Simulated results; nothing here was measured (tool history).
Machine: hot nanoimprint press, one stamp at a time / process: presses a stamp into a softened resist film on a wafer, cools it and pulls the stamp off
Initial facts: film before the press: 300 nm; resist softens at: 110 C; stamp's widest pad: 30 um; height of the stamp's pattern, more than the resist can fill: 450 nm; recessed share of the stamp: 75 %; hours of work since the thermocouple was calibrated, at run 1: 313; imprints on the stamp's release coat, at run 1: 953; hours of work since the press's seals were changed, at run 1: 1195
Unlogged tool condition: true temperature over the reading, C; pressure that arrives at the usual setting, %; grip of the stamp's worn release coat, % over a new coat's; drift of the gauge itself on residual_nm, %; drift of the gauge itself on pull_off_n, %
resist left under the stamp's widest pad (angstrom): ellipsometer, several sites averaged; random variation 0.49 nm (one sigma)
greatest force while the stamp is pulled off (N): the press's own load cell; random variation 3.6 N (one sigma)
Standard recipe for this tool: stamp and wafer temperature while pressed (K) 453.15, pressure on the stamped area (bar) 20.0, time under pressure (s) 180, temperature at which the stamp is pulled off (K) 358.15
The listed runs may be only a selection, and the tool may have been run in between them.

run    hour  stamp and wafer temperature while pressed (K)  pressure on the stamped area (bar)  time under pressure (s)  temperature at which the stamp is pulled off (K)  hours of work since the thermocouple was calibrated  imprints on the stamp's release coat  hours of work since the press's seals were changed  resist left under the stamp's widest pad (angstrom)  greatest force while the stamp is pulled off (N)
  1     0.0                                         453.15                                20.0                      180                                            358.15                                                  313                                   953                                                1195                                                 1190                                               224
  2    69.3                                         453.15                                20.0                      235                                            358.15                                                  359                                  1094                                                1241                                                 1065                                               230
       92.3  -- stamp cleaned and given a new release coat
      107.3  -- press's hydraulic seals changed and the load cell set to zero
  3   172.7                                         453.15                                12.7                      180                                            358.15                                                  418                                   147                                                  43                                                 1455                                               223
  4   242.7                                         453.15                                12.7                      180                                            358.15                                                  465                                   289                                                  90                                                 1451                                               230
  5   291.2                                         453.15                                12.7                      180                                            358.15                                                  497                                   387                                                 122                                                 1459                                               230
      299.8  -- plate thermocouple calibrated
  6   380.5                                         453.15                                12.7                      180                                            358.15                                                   54                                   562                                                 180                                                 1454                                               231
  7   456.4                                         453.15                                12.7                      180                                            358.15                                                  104                                   716                                                 230                                                 1443                                               229
  8   530.2                                         453.15                                20.0                      180                                            358.15                                                  153                                   865                                                 279                                                 1176                                               233
  9   610.4                                         453.15                                20.0                      180                                            358.15                                                  206                                  1028                                                 332                                                 1176                                               235
      665.3  -- stamp cleaned and given a new release coat
 10   682.8                                         453.15                                20.0                      180                                            358.15                                                  251                                    36                                                 377                                                 1177                                               226
 11   741.9                                         453.15                                20.0                      180                                            358.15                                                  290                                   155                                                 416                                                 1175                                               223
 12   813.1                                         457.15                                20.0                      180                                            358.15                                                  337                                   300                                                 463                                                  978                                               235
 13   902.6                                         453.15                                20.0                      180                                            358.15                                                  397                                   481                                                 523                                                 1178                                               231
 14   970.1                                         453.15                                20.0                      180                                            358.15                                                  442                                   618                                                 568                                                 1178                                               223
 15  1031.2                                         453.15                                20.0                      180                                            358.15                                                  482                                   742                                                 608                                                 1170                                               231
     1062.5  -- plate thermocouple calibrated
 16  1101.9                                         453.15                                20.0                      180                                            348.15                                                   26                                   879                                                 653                                                 1177                                               283
 17  1176.3                                         453.15                                20.0                      180                                            348.15                                                   76                                  1030                                                 703                                                 1172                                               280
     1232.8  -- stamp cleaned and given a new release coat
 18  1246.2                                         463.15                                20.0                      180                                            360.15                                                  118                                    27                                                 745                                                  744                                               216
 19  1341.5                                         452.15                                29.7                      294                                            360.15                                                  182                                   220                                                 809                                                  828                                               217
 20  1413.5                                         456.15                                27.0                      294                                            365.15                                                  229                                   366                                                 856                                                  710                                               195
 21  1467.0                                         463.15                                31.8                      294                                            365.15                                                  265                                   475                                                 892                                                  465                                               186
 22  1564.5                                         453.15                                20.0                      210                                            344.15                                                  330                                   672                                                 957                                                 1098                                               295
 23  1661.7                                         463.15                                20.0                      210                                            357.15                                                  394                                   869                                                1021                                                  696                                               230
 24  1758.5                                         458.15                                23.3                      180                                            358.15                                                  459                                  1065                                                1086                                                  859                                               236
     1794.4  -- stamp cleaned and given a new release coat
     1827.0  -- plate thermocouple calibrated
 25  1854.7                                         453.15                                20.0                      183                                            360.15                                                   18                                   116                                                1144                                                 1160                                               214
 26  1912.3                                         453.15                                15.1                      183                                            360.15                                                   57                                   233                                                1182                                                 1319                                               222
 27  1997.6                                         446.15                                22.9                      180                                            358.15                                                  113                                   406                                                1239                                                 1522                                               224
     2036.7  -- press's hydraulic seals changed and the load cell set to zero
 28  2083.7                                         447.15                                20.0                      180                                            358.15                                                  165                                   564                                                  31                                                 1521                                               228
 29  2153.5                                         447.15                                32.0                      180                                            358.15                                                  212                                   705                                                  78                                                 1245                                               232

Here are 3 independent what-if runs from the current tool condition. What would each one return?
  A  2218.0                                         460.15                                32.0                      330                                            358.15                                                  255                                   836                                                 121                                                    ?                                                 ?
  B  2218.0                                         447.15                                21.8                      336                                            360.15                                                  255                                   836                                                 121                                                    ?                                                 ?
  C  2218.0                                         450.15                                32.0                      180                                            358.15                                                  255                                   836                                                 121                                                    ?                                                 ?

run  resist left under the stamp's widest pad (angstrom)  greatest force while the stamp is pulled off (N)
  A                                                  508                                               226
  B                                                 1168                                               218
  C                                                 1064                                               234
With the hidden condition removed and each run's random variation left untouched, the same runs would have given:
run  resist left under the stamp's widest pad (angstrom)  greatest force while the stamp is pulled off (N)
  A                                                  517                                               225
  B                                                 1188                                               217
  C                                                 1082                                               233

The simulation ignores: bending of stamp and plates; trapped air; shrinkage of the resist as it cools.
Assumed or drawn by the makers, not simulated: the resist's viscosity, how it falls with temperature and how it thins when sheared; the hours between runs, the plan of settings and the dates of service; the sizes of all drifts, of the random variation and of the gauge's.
